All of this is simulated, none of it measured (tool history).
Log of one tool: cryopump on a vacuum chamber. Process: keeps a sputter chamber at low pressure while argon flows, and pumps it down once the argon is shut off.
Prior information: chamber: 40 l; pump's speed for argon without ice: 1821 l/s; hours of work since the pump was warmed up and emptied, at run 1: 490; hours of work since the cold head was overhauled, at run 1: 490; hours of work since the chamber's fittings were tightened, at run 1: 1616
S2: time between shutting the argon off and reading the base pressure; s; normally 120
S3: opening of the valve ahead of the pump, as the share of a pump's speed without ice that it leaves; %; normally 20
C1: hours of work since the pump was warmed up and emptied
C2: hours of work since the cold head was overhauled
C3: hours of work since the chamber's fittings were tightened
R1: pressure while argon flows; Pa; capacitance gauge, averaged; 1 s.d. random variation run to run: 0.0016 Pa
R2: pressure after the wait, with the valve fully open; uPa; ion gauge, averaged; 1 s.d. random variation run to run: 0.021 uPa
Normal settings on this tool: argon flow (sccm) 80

{"run": 1, "day": 0.0, "argon flow (sccm)": 80, "S2": 120, "S3": 20, "C1": 490, "C2": 490, "C3": 1616, "R1": 0.3876, "R2": 1.55}
{"run": 2, "day": 0.867, "argon flow (sccm)": 80, "S2": 120, "S3": 20, "C1": 503, "C2": 503, "C3": 1629, "R1": 0.3883, "R2": 1.53}
{"run": 3, "day": 1.396, "argon flow (sccm)": 80, "S2": 120, "S3": 20, "C1": 511, "C2": 511, "C3": 1637, "R1": 0.3882, "R2": 1.61}
{"run": 4, "day": 2.175, "argon flow (sccm)": 80, "S2": 120, "S3": 20, "C1": 523, "C2": 523, "C3": 1648, "R1": 0.3905, "R2": 1.58}
{"run": 5, "day": 2.858, "argon flow (sccm)": 80, "S2": 120, "S3": 38, "C1": 533, "C2": 533, "C3": 1658, "R1": 0.2144, "R2": 1.54}
{"run": 6, "day": 3.271, "argon flow (sccm)": 80, "S2": 120, "S3": 38, "C1": 539, "C2": 539, "C3": 1665, "R1": 0.2144, "R2": 1.61}
{"run": 7, "day": 4.092, "argon flow (sccm)": 80, "S2": 120, "S3": 38, "C1": 551, "C2": 551, "C3": 1677, "R1": 0.2153, "R2": 1.64}
{"run": 8, "day": 4.604, "argon flow (sccm)": 80, "S2": 120, "S3": 38, "C1": 559, "C2": 559, "C3": 1684, "R1": 0.2156, "R2": 1.61}
{"run": 9, "day": 5.358, "argon flow (sccm)": 80, "S2": 120, "S3": 38, "C1": 570, "C2": 570, "C3": 1695, "R1": 0.2165, "R2": 1.62}
{"run": 10, "day": 6.254, "argon flow (sccm)": 80, "S2": 120, "S3": 20, "C1": 583, "C2": 583, "C3": 1709, "R1": 0.3926, "R2": 1.69}
{"run": 11, "day": 7.092, "argon flow (sccm)": 80, "S2": 120, "S3": 20, "C1": 595, "C2": 595, "C3": 1721, "R1": 0.3931, "R2": 1.64}
{"run": 12, "day": 7.821, "argon flow (sccm)": 80, "S2": 120, "S3": 20, "C1": 606, "C2": 606, "C3": 1732, "R1": 0.3948, "R2": 1.74}
{"run": 13, "day": 8.458, "argon flow (sccm)": 80, "S2": 120, "S3": 20, "C1": 616, "C2": 616, "C3": 1741, "R1": 0.3893, "R2": 1.66}
{"run": 14, "day": 9.396, "argon flow (sccm)": 80, "S2": 120, "S3": 20, "C1": 629, "C2": 629, "C3": 1755, "R1": 0.3956, "R2": 1.73}
{"run": 15, "day": 10.329, "argon flow (sccm)": 80, "S2": 120, "S3": 20, "C1": 643, "C2": 643, "C3": 1769, "R1": 0.3963, "R2": 1.71}
{"run": 16, "day": 10.871, "argon flow (sccm)": 80, "S2": 120, "S3": 20, "C1": 651, "C2": 651, "C3": 1777, "R1": 0.395, "R2": 1.72}
{"run": 17, "day": 11.721, "argon flow (sccm)": 80, "S2": 47, "S3": 20, "C1": 664, "C2": 664, "C3": 1790, "R1": 0.395, "R2": 2.19}
{"run": 18, "day": 12.662, "argon flow (sccm)": 80, "S2": 77, "S3": 20, "C1": 678, "C2": 678, "C3": 1804, "R1": 0.3959, "R2": 1.9}
{"run": 19, "day": 13.604, "argon flow (sccm)": 56, "S2": 131, "S3": 33, "C1": 692, "C2": 692, "C3": 1818, "R1": 0.1755, "R2": 1.74}
{"run": 20, "day": 14.254, "argon flow (sccm)": 56, "S2": 131, "S3": 33, "C1": 701, "C2": 701, "C3": 1827, "R1": 0.1767, "R2": 1.8}
{"run": 21, "day": 14.962, "argon flow (sccm)": 56, "S2": 131, "S3": 33, "C1": 712, "C2": 712, "C3": 1838, "R1": 0.1759, "R2": 1.82}
{"run": 22, "day": 15.804, "argon flow (sccm)": 67, "S2": 83, "S3": 41, "C1": 724, "C2": 724, "C3": 1850, "R1": 0.1747, "R2": 1.92}
{"run": 23, "day": 16.704, "argon flow (sccm)": 67, "S2": 42, "S3": 38, "C1": 738, "C2": 738, "C3": 1863, "R1": 0.1866, "R2": 2.26}
{"run": 24, "day": 17.588, "argon flow (sccm)": 51, "S2": 64, "S3": 28, "C1": 751, "C2": 751, "C3": 1877, "R1": 0.1866, "R2": 2.11}
{"run": 25, "day": 18.062, "argon flow (sccm)": 57, "S2": 256, "S3": 20, "C1": 758, "C2": 758, "C3": 1883, "R1": 0.2877, "R2": 1.69}
{"run": 26, "day": 18.596, "argon flow (sccm)": 154, "S2": 48, "S3": 41, "C1": 766, "C2": 766, "C3": 1891, "R1": 0.4042, "R2": 2.25}
{"day": 19.658, "done": "pump warmed up, emptied and cooled again"}
{"run": 27, "day": 19.708, "argon flow (sccm)": 44, "S2": 120, "S3": 20, "C1": 1, "C2": 779, "C3": 1905, "R1": 0.2043, "R2": 1.45}
{"run": 28, "day": 20.604, "argon flow (sccm)": 58, "S2": 268, "S3": 20, "C1": 14, "C2": 792, "C3": 1918, "R1": 0.2702, "R2": 1.34}
{"run": 29, "day": 21.133, "argon flow (sccm)": 58, "S2": 262, "S3": 20, "C1": 22, "C2": 800, "C3": 1926, "R1": 0.2683, "R2": 1.32}
{"run": 30, "day": 21.771, "argon flow (sccm)": 118, "S2": 280, "S3": 20, "C1": 31, "C2": 809, "C3": 1935, "R1": 0.5484, "R2": 1.32}
{"run": 31, "day": 22.583, "argon flow (sccm)": 127, "S2": 29, "S3": 28, "C1": 43, "C2": 822, "C3": 1947, "R1": 0.4246, "R2": 2.4}
{"run": 32, "day": 23.212, "argon flow (sccm)": 146, "S2": 51, "S3": 20, "C1": 53, "C2": 831, "C3": 1957, "R1": 0.6851, "R2": 1.86}
{"run": 33, "day": 24.096, "argon flow (sccm)": 146, "S2": 51, "S3": 20, "C1": 66, "C2": 844, "C3": 1970, "R1": 0.6781, "R2": 1.88}
{"run": 34, "day": 24.808, "argon flow (sccm)": 154, "S2": 24, "S3": 57, "C1": 76, "C2": 854, "C3": 1980, "R1": 0.259, "R2": 2.54}

For each run, the measured value with the value that run would have given without the tool's hidden condition subtracted. The run-to-run variation is shared by both, the gauge scatter possibly not:
Hidden state present: pump's speed, % of a pump's without ice; cold plate's temperature, K; leak into the chamber, uPa l/s; drift of the gauge itself on working_pa, %; drift of the gauge itself on base_upa, %.
run=1 R1=+0.0174 R2=+1.12
run=2 R1=+0.0179 R2=+1.09
run=3 R1=+0.0182 R2=+1.12
run=4 R1=+0.0187 R2=+1.13
run=5 R1=+0.0191 R2=+1.13
run=6 R1=+0.0193 R2=+1.15
run=7 R1=+0.0198 R2=+1.18
run=8 R1=+0.0202 R2=+1.16
run=9 R1=+0.0207 R2=+1.15
run=10 R1=+0.0212 R2=+1.25
run=11 R1=+0.0218 R2=+1.20
run=12 R1=+0.0222 R2=+1.27
run=13 R1=+0.0223 R2=+1.24
run=14 R1=+0.0232 R2=+1.26
run=15 R1=+0.0238 R2=+1.28
run=16 R1=+0.0241 R2=+1.27
run=17 R1=+0.0246 R2=+1.33
run=18 R1=+0.0252 R2=+1.34
run=19 R1=+0.0181 R2=+1.34
run=20 R1=+0.0186 R2=+1.38
run=21 R1=+0.0187 R2=+1.42
run=22 R1=+0.0229 R2=+1.37
run=23 R1=+0.0235 R2=+1.38
run=24 R1=+0.0182 R2=+1.43
run=25 R1=+0.0208 R2=+1.45
run=26 R1=+0.0564 R2=+1.43
run=27 R1=+0.0005 R2=+1.01
run=28 R1=+0.0010 R2=+1.03
run=29 R1=+0.0012 R2=+1.05
run=30 R1=+0.0027 R2=+1.04
run=31 R1=+0.0034 R2=+1.08
run=32 R1=+0.0044 R2=+1.07
run=33 R1=+0.0050 R2=+1.09
run=34 R1=+0.0059 R2=+1.08
